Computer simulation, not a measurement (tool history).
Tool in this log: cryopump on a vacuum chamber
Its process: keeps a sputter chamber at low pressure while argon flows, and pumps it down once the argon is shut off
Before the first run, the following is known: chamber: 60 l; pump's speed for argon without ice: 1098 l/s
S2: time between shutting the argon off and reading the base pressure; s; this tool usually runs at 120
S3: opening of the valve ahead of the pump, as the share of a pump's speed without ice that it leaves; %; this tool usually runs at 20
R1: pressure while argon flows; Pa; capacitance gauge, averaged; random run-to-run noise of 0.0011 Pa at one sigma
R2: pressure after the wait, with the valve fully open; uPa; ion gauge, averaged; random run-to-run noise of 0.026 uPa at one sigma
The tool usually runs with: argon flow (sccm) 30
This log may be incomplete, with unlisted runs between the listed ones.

run 1 hour=0 | argon_flow_(sccm)=30 S2=120 S3=20 | R1=0.2407 R2=1.76
run 2 hour=17.1 | argon_flow_(sccm)=37 S2=120 S3=20 | R1=0.2985 R2=1.76
run 3 hour=29.3 | argon_flow_(sccm)=23 S2=120 S3=20 | R1=0.1862 R2=1.77
run 4 hour=40.6 | argon_flow_(sccm)=23 S2=120 S3=20 | R1=0.1841 R2=1.78
run 5 hour=52.7 | argon_flow_(sccm)=23 S2=120 S3=20 | R1=0.1841 R2=1.76
run 6 hour=61.6 | argon_flow_(sccm)=23 S2=120 S3=20 | R1=0.1869 R2=1.76
run 7 hour=75.2 | argon_flow_(sccm)=23 S2=120 S3=20 | R1=0.1856 R2=1.8
run 8 hour=91.3 | argon_flow_(sccm)=23 S2=120 S3=20 | R1=0.1839 R2=1.75
run 9 hour=99.7 | argon_flow_(sccm)=45 S2=120 S3=20 | R1=0.3648 R2=1.76
run 10 hour=116.8 | argon_flow_(sccm)=45 S2=120 S3=20 | R1=0.3643 R2=1.8
run 11 hour=130.5 | argon_flow_(sccm)=45 S2=120 S3=20 | R1=0.3659 R2=1.78
run 12 hour=142.3 | argon_flow_(sccm)=30 S2=120 S3=20 | R1=0.2442 R2=1.89
run 13 hour=152.4 | argon_flow_(sccm)=30 S2=120 S3=20 | R1=0.2447 R2=1.77
run 14 hour=169.1 | argon_flow_(sccm)=30 S2=120 S3=20 | R1=0.2455 R2=1.84
run 15 hour=181.8 | argon_flow_(sccm)=30 S2=120 S3=44 | R1=0.1193 R2=1.84
run 16 hour=197.6 | argon_flow_(sccm)=30 S2=47 S3=44 | R1=0.1184 R2=3.22
run 17 hour=206.4 | argon_flow_(sccm)=30 S2=215 S3=44 | R1=0.1189 R2=1.47
run 18 hour=217.7 | argon_flow_(sccm)=30 S2=215 S3=44 | R1=0.1188 R2=1.53
run 19 hour=232 | argon_flow_(sccm)=30 S2=42 S3=20 | R1=0.2443 R2=3.4
run 20 hour=246.7 | argon_flow_(sccm)=45 S2=200 S3=16 | R1=0.4566 R2=1.62
run 21 hour=257.9 | argon_flow_(sccm)=30 S2=120 S3=18 | R1=0.2713 R2=1.91
run 22 hour=268.7 | argon_flow_(sccm)=35 S2=35 S3=20 | R1=0.2885 R2=3.96
run 23 hour=286.4 | argon_flow_(sccm)=13 S2=206 S3=20 | R1=0.1075 R2=1.59
run 24 hour=295.9 | argon_flow_(sccm)=21 S2=37 S3=15 | R1=0.2262 R2=3.83
run 25 hour=305.6 | argon_flow_(sccm)=21 S2=37 S3=15 | R1=0.2261 R2=3.87
run 26 hour=319.5 | argon_flow_(sccm)=59 S2=43 S3=60 | R1=0.1853 R2=3.46
run 27 hour=338.2 | argon_flow_(sccm)=18 S2=166 S3=18 | R1=0.1638 R2=1.75
run 28 hour=348.8 | argon_flow_(sccm)=30 S2=91 S3=58 | R1=0.0983 R2=2.16
run 29 hour=366.8 | argon_flow_(sccm)=30 S2=91 S3=58 | R1=0.0986 R2=2.34
run 30 hour=385.2 | argon_flow_(sccm)=21 S2=40 S3=58 | R1=0.0691 R2=3.72
run 31 hour=396.9 | argon_flow_(sccm)=45 S2=22 S3=17 | R1=0.4359 R2=5.86
run 32 hour=408.9 | argon_flow_(sccm)=14 S2=34 S3=27 | R1=0.0895 R2=4.09
-- hour=426.8 pump warmed up, emptied and cooled again
run 33 hour=431.2 | argon_flow_(sccm)=14 S2=34 S3=27 | R1=0.0791 R2=3.9
run 34 hour=442 | argon_flow_(sccm)=34 S2=34 S3=50 | R1=0.1054 R2=3.73

Predict each of these 4 candidate next runs independently; none follows another, all start after run 34:
run A hour=449.9 | argon_flow_(sccm)=19 S2=34 S3=50 | R1=? R2=?
run B hour=449.9 | argon_flow_(sccm)=16 S2=34 S3=56 | R1=? R2=?
run C hour=449.9 | argon_flow_(sccm)=13 S2=278 S3=18 | R1=? R2=?
run D hour=449.9 | argon_flow_(sccm)=34 S2=37 S3=50 | R1=? R2=?

run=A R1=0.0598 R2=3.82
run=B R1=0.0443 R2=3.88
run=C R1=0.111 R2=1.24
run=D R1=0.1055 R2=3.64
Had the tool no hidden state, the same runs would have come out as:
run=A R1=0.0592 R2=3.23
run=B R1=0.0438 R2=3.28
run=C R1=0.1106 R2=0.64
run=D R1=0.1045 R2=3.05
